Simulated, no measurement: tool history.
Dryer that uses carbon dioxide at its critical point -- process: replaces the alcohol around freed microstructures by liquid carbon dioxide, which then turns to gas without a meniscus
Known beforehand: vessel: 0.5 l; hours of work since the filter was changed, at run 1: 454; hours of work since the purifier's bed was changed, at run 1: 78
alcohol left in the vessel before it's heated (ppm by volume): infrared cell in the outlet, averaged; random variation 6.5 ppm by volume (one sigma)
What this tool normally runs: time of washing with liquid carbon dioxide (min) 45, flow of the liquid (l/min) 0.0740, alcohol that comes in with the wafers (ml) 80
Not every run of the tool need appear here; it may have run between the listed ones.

| run | day | time of washing with liquid carbon dioxide (min) | flow of the liquid (l/min) | alcohol that comes in with the wafers (ml) | hours of work since the filter was changed | hours of work since the purifier's bed was changed | alcohol left in the vessel before it's heated (ppm by volume) |
|---|---|---|---|---|---|---|---|
| 1 | 0.000 | 45 | 0.0740 | 80 | 454 | 78 | 609 |
| 2 | 0.500 | 45 | 0.0740 | 66 | 459 | 83 | 521 |
| 3 | 0.771 | 45 | 0.0740 | 80 | 461 | 85 | 636 |
| 4 | 1.279 | 45 | 0.0740 | 73 | 466 | 90 | 586 |
| 5 | 1.558 | 45 | 0.0740 | 73 | 469 | 93 | 594 |
| 6 | 1.883 | 45 | 0.0740 | 73 | 472 | 96 | 567 |
| 7 | 2.279 | 45 | 0.0740 | 73 | 476 | 100 | 587 |
| 8 | 2.579 | 45 | 0.0886 | 80 | 478 | 103 | 238 |
| 9 | 3.062 | 45 | 0.0740 | 80 | 483 | 107 | 640 |
| 10 | 3.425 | 45 | 0.0740 | 80 | 486 | 111 | 654 |
|  | 3.592 | inlet filter changed |
| 11 | 3.950 | 45 | 0.0502 | 80 | 3 | 115 | 1972 |
| 12 | 4.446 | 27 | 0.0625 | 36 | 8 | 120 | 2818 |
| 13 | 4.871 | 46 | 0.0647 | 32 | 12 | 124 | 237 |
| 14 | 5.371 | 46 | 0.0647 | 32 | 17 | 129 | 250 |
| 15 | 5.671 | 45 | 0.0740 | 78 | 20 | 131 | 310 |
| 16 | 5.904 | 45 | 0.0740 | 78 | 22 | 134 | 307 |
| 17 | 6.200 | 50 | 0.0529 | 41 | 25 | 136 | 535 |
| 18 | 6.721 | 50 | 0.0529 | 41 | 30 | 141 | 550 |
| 19 | 7.225 | 57 | 0.0812 | 39 | 34 | 146 | 51 |
| 20 | 7.567 | 38 | 0.0628 | 80 | 38 | 149 | 1667 |
| 21 | 7.804 | 38 | 0.0628 | 80 | 40 | 152 | 1694 |
| 22 | 8.304 | 45 | 0.0768 | 68 | 45 | 156 | 243 |

Branching from run 22: 3 alternative next runs. What would each branch give?
| A | 8.608 | 59 | 0.0740 | 80 | 48 | 159 | ? |
| B | 8.608 | 66 | 0.1063 | 80 | 48 | 159 | ? |
| C | 8.608 | 45 | 0.0740 | 28 | 48 | 159 | ? |

| run | alcohol left in the vessel before it's heated (ppm by volume) |
|---|---|
| A | 81 |
| B | 39 |
| C | 140 |
Without the tool's unlogged condition, the same runs would have read:
| run | alcohol left in the vessel before it's heated (ppm by volume) |
|---|---|
| A | 45 |
| B | 7 |
| C | 100 |
